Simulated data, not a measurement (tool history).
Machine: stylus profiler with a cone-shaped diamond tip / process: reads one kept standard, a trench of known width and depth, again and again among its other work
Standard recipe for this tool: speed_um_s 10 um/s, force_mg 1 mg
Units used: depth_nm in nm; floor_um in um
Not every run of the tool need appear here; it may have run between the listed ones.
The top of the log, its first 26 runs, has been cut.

Run 27, hour 456.1: usual settings but speed_um_s 39 um/s, force_mg 2.3 mg. Result: depth_nm 1010.42 nm, floor_um 22.66 um.
Run 28, hour 471.7: usual settings but speed_um_s 3 um/s, force_mg 2.44 mg. Result: depth_nm 1010.57 nm, floor_um 22.9 um.
Run 29, hour 491.3: usual settings but speed_um_s 5 um/s, force_mg 0.58 mg. Result: depth_nm 1004.1 nm, floor_um 22.9 um.
Run 30, hour 516.7: usual settings but speed_um_s 32 um/s, force_mg 1.36 mg. Result: depth_nm 1006.88 nm, floor_um 22.63 um.
Run 31, hour 534.5: usual settings but speed_um_s 32 um/s, force_mg 1.36 mg. Result: depth_nm 1006.91 nm, floor_um 22.65 um.
Run 32, hour 550.8: usual settings but speed_um_s 32 um/s, force_mg 1.36 mg. Result: depth_nm 1007.21 nm, floor_um 22.63 um.
Run 33, hour 574.3: usual settings but speed_um_s 5 um/s, force_mg 2.02 mg. Result: depth_nm 1009.32 nm, floor_um 22.77 um.
Run 34, hour 590.6: usual settings but speed_um_s 19 um/s, force_mg 0.82 mg. Result: depth_nm 1004.67 nm, floor_um 22.64 um.
Run 35, hour 611.7: usual settings but speed_um_s 19 um/s, force_mg 0.82 mg. Result: depth_nm 1005.04 nm, floor_um 22.66 um.
Run 36, hour 629.2: usual settings but speed_um_s 13 um/s, force_mg 2.86 mg. Result: depth_nm 1011.62 nm, floor_um 22.66 um.
Run 37, hour 653.5: usual settings but speed_um_s 13 um/s, force_mg 0.49 mg. Result: depth_nm 1003.27 nm, floor_um 22.61 um.
Run 38, hour 664.8: usual settings but speed_um_s 20 um/s, force_mg 0.56 mg. Result: depth_nm 1003.62 nm, floor_um 22.59 um.

Run 39 has not been measured yet. What should we expect?
Run 39, hour 677: usual settings but speed_um_s 7 um/s, force_mg 0.73 mg. Result: depth_nm ?, floor_um ?.

depth_nm: 1004.65 nm
floor_um: 22.67 um
Had the tool carried no hidden state, the very same run would have given depth_nm 1005.03 nm, floor_um 23.93 um.
